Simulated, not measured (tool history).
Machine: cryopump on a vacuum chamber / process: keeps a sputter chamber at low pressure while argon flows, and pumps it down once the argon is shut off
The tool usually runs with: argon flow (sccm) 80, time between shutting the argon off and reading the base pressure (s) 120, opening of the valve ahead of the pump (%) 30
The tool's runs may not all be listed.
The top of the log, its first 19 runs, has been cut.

run	day	argon flow (sccm)	time between shutting the argon off and reading the base pressure (s)	opening of the valve ahead of the pump (%)	hours of work since the pump was warmed up and emptied	hours of work since the cold head was overhauled	hours of work since the chamber's fittings were tightened	pressure while argon flows (Pa)	pressure after the wait (uPa)
20	14.512	80	177	30	373	782	2182	0.2303	1.95
21	15.412	66	96	17	388	798	2197	0.3276	2.11
# day 16.188: pump warmed up, emptied and cooled again
22	16.533	66	96	17	6	813	2213	0.3205	1.88
23	17.462	80	211	29	22	829	2229	0.2286	1.75
24	18.392	80	38	20	38	845	2244	0.3318	2.56
25	19.179	80	129	37	51	858	2258	0.1795	1.86
26	19.883	134	49	17	63	870	2270	0.6464	2.4
27	20.9	111	21	23	80	888	2287	0.3978	3.5
28	22.033	48	259	44	100	907	2307	0.0909	1.81
29	22.754	92	259	16	112	919	2319	0.4731	1.78
30	23.296	106	33	16	121	928	2328	0.5481	2.75
31	23.925	117	96	43	132	939	2339	0.2305	2.07
32	24.625	89	97	43	144	951	2351	0.1745	2.1
33	25.271	46	120	16	155	962	2362	0.2393	2
34	26.112	43	22	53	169	977	2376	0.0696	3.52
35	26.892	43	22	53	182	990	2389	0.0705	3.61

Below are 3 alternative next runs, each starting from the tool's condition after run 35. Predict each:
A	27.875	46	126	54	199	1007	2406	?	?
B	27.875	54	186	39	199	1007	2406	?	?
C	27.875	136	275	30	199	1007	2406	?	?

run	pressure while argon flows (Pa)	pressure after the wait (uPa)
A	0.0731	2
B	0.118	1.94
C	0.3821	1.9
Stripped of hidden state, with their random variation kept, the same runs would have yielded:
run	pressure while argon flows (Pa)	pressure after the wait (uPa)
A	0.0691	0.45
B	0.1132	0.37
C	0.3702	0.32

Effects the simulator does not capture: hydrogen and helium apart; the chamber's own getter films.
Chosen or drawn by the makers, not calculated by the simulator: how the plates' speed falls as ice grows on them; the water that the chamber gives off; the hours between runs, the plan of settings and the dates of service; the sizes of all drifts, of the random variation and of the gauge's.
